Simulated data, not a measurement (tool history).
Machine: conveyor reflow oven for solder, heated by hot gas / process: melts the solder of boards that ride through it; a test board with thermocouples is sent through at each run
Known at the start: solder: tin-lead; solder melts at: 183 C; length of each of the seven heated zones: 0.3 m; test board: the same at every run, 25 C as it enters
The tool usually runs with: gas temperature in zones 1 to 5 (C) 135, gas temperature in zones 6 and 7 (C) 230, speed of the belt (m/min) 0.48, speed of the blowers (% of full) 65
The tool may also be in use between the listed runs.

run,hour,gas temperature in zones 1 to 5 (C),gas temperature in zones 6 and 7 (C),speed of the belt (m/min),speed of the blowers (% of full),highest temperature of the board (C),time above the solder's melting point (s)
1,0,135,230,0.48,65,207.7,43.6
2,15.7,135,230,0.48,65,207.4,44.2
3,43.6,135,230,0.48,65,207.5,44.2
4,67.1,135,230,0.48,65,206.7,43.9
5,87.8,135,230,0.48,65,206.9,44.7
6,108.6,140,230,0.48,65,208.5,46.6
7,121,140,230,0.442,65,211.6,55.2
8,134.4,140,230,0.442,65,211,54.9
9,161.9,140,230,0.442,65,211.1,55.3
10,187.6,130,230,0.442,65,209.1,48
11,200.6,141,230,0.48,65,207.8,47.1
12,224.9,124,230,0.48,65,203.5,36.8
13,243,124,230,0.48,65,203.2,36.6
14,257.8,135,230,0.48,54,201.2,36.9
15,275.4,135,230,0.42,65,211.3,56.3
16,298.1,135,230,0.42,65,212,56.5
17,321.7,144,232,0.48,82,214.4,56.3
18,347.8,148,227,0.579,62,198.8,28.8
19,374.1,141,237,0.48,79,218,57
20,388.8,141,237,0.48,79,216.7,56.7
# hour 419.1: flux residue cleaned out of gas plates and filters
21,419.1,134,230,0.495,55,204.3,38.7
22,439.6,134,230,0.485,74,213.3,50.2
23,465.9,135,230,0.485,65,209.9,46.2
24,491,121,218,0.495,85,203.1,36.4
25,515.7,121,218,0.495,85,201.8,35.9
26,541.2,135,225,0.449,65,208.9,49.2
27,554.9,137,225,0.449,65,208.4,50.6
28,572.4,137,225,0.449,65,208.4,50
29,588.7,137,225,0.449,65,209.2,51.5
30,614.2,123,236,0.449,81,219.5,57.7
31,632.7,141,230,0.487,65,209.6,49.7

Below are 4 alternative next runs, each starting from the tool's condition after run 31. Predict each:
A,660,146,230,0.487,65,?,?
B,660,141,230,0.487,52,?,?
C,660,130,224,0.57,65,?,?
D,660,135,230,0.423,78,?,?

run,highest temperature of the board (C),time above the solder's melting point (s)
A,212.2,51.6
B,204.9,40.7
C,195.5,22.9
D,218.3,63.9
With the hidden condition removed and each run's random variation left untouched, the same runs would have given:
run,highest temperature of the board (C),time above the solder's melting point (s)
A,210.6,50
B,203.3,38.5
C,194.3,21.4
D,216.5,62.3
